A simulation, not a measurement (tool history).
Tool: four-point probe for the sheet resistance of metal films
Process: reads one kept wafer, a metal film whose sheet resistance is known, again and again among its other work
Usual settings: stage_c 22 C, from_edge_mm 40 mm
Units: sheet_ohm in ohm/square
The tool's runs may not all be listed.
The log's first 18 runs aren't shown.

run      day  stage_c  from_edge_mm  touches since the probe head was changed  hours of work since the stage's thermometer was calibrated  sheet_ohm
 19   55.021       22             4                                     34878                                                         857   0.074296
 20   59.017       22             4                                     39109                                                         905   0.074315
 21   61.158       31             8                                     41378                                                         931   0.072415
 22   64.850       20             8                                     45287                                                         975   0.072631
 23   67.979       23            18                                     48599                                                        1013   0.072111
 24   70.325       23            18                                     51085                                                        1041   0.072089
 25   73.400       23            18                                     54341                                                        1078   0.072141
 26   76.262       19            14                                     57371                                                        1112   0.072268
 27   78.933       28             6                                     60198                                                        1144   0.073022
 28   82.058       28             6                                     63506                                                        1182   0.073018
 29   84.433       33            12                                     66022                                                        1210   0.072156
 30   87.908       33            16                                     69700                                                        1252   0.072061
 31   90.162       24            49                                     72087                                                        1279   0.072074
 32   92.283       22             5                                     74330                                                        1305   0.073607
      95.292  -- stage's thermometer calibrated
 33   95.588       19            34                                     77807                                                           4   0.072066
 34   97.400       22             5                                     79728                                                          25   0.073510
 35  100.271       33             4                                     82767                                                          60   0.074192
 36  103.546       23             9                                     86234                                                          99   0.072504
 37  107.333       26             6                                     90246                                                         145   0.073032
 38  109.433       20            34                                     92470                                                         170   0.072113
 39  111.075       30            29                                     94207                                                         190   0.071991
 40  114.104       33            23                                     97411                                                         226   0.071944

Forecast each of these 4 alternatives for the next run:
  A  117.100       21            23                                    100587                                                         262          ?
  B  117.100       22            53                                    100587                                                         262          ?
  C  117.100       18             6                                    100587                                                         262          ?
  D  117.100       32            23                                    100587                                                         262          ?

run  sheet_ohm
  A   0.072143
  B   0.072117
  C   0.073196
  D   0.071978
Without the tool's hidden state the same runs would have given:
run  sheet_ohm
  A   0.071476
  B   0.071450
  C   0.072520
  D   0.071312

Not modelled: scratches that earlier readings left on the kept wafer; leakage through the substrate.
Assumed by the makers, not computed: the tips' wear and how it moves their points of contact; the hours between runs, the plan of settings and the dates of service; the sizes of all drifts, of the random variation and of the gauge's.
